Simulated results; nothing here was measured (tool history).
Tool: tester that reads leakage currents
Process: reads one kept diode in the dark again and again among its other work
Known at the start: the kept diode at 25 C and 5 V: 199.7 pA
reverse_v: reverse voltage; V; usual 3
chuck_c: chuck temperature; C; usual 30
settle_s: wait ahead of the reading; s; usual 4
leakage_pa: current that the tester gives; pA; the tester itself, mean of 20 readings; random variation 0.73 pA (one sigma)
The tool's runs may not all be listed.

| run | hour | reverse_v | chuck_c | settle_s | leakage_pa |
|---|---|---|---|---|---|
| 1 | 0 | 3 | 30 | 4 | 225.92 |
| 2 | 44.7 | 3 | 30 | 6.71 | 224.4 |
| 3 | 118.4 | 3 | 30 | 6.71 | 221.62 |
| 4 | 191 | 3 | 30 | 4.86 | 222.39 |
| 5 | 268.8 | 3 | 24 | 4.86 | 136.44 |
| 6 | 338.9 | 3 | 24 | 4.65 | 135.02 |
| 7 | 433.1 | 3 | 30 | 4 | 217.9 |
| 8 | 484.1 | 3 | 22 | 4 | 113.47 |
| 9 | 593.2 | 3 | 48 | 4 | 851.23 |
|  | 603.3 | probe card cleaned and baked |
| 10 | 665.8 | 3 | 32 | 4 | 251.8 |
| 11 | 754.2 | 3 | 32 | 4 | 253.13 |
| 12 | 811.5 | 3 | 25 | 4 | 143.74 |
| 13 | 864.5 | 1.46 | 32 | 4.17 | 183.87 |
|  | 952.3 | probe card cleaned and baked, once more |
|  | 954.3 | chuck's temperature calibrated |
| 14 | 969.4 | 1.46 | 32 | 4.17 | 213.33 |
| 15 | 1035.8 | 1.46 | 32 | 4.17 | 210.71 |
| 16 | 1083.9 | 1.46 | 32 | 4.17 | 211.1 |
| 17 | 1129.3 | 8.68 | 21 | 9.67 | 178.9 |

Run 18 comes next. What will it give?
| 18 | 1214.4 | 6 | 25 | 4.65 | ? |

Run 18 gave leakage_pa 213.82 pA.
Without the tool's hidden state the same run would have given leakage_pa 216.28 pA.
